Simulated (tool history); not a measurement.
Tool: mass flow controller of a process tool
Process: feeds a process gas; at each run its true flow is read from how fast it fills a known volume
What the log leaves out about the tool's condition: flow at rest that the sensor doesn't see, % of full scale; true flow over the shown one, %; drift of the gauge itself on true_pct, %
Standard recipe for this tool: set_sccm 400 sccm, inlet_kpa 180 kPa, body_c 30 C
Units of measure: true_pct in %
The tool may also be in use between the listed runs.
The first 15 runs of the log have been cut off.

run,hour,set_sccm,inlet_kpa,body_c,hours of work since the controller was set to zero,hours of work since the controller was changed,true_pct
16,1712.9,400,277,31,2885,2885,96.36
17,1781.5,400,192,30,2924,2924,96.68
18,1930.0,400,192,30,3010,3010,96.55
19,2053.5,258,153,21,3082,3082,95.30
20,2181.5,258,142,33,3156,3156,95.57
21,2335.7,400,194,28,3245,3245,96.36
22,2435.1,400,180,21,3302,3302,96.15
23,2558.0,400,180,21,3373,3373,96.12
24,2646.1,400,177,34,3424,3424,96.51
25,2797.3,726,163,22,3512,3512,97.73
26,2894.1,726,163,22,3568,3568,97.73
27,2960.8,726,163,22,3606,3606,97.77
28,3105.6,803,209,23,3690,3690,97.73
29,3245.4,803,209,23,3771,3771,97.69
30,3316.6,400,180,27,3812,3812,96.06
31,3399.1,127,236,32,3860,3860,91.29
32,3544.2,175,173,30,3944,3944,93.07
33,3653.8,513,157,23,4007,4007,96.50
34,3731.6,513,262,34,4052,4052,96.53
35,3883.5,513,211,25,4140,4140,96.34
36,3991.7,285,169,39,4202,4202,95.14

What if the next run were any one of these 5? Each begins from the tool's condition after run 36:
A,4113.4,699,180,30,4273,4273,?
B,4113.4,996,169,39,4273,4273,?
C,4113.4,277,266,22,4273,4273,?
D,4113.4,400,180,36,4273,4273,?
E,4113.4,661,243,35,4273,4273,?

run,true_pct
A,97.44
B,99.04
C,94.02
D,96.05
E,97.31
What these runs would have given with no unlogged condition in the tool:
run,true_pct
A,99.50
B,100.75
C,97.87
D,98.99
E,99.43
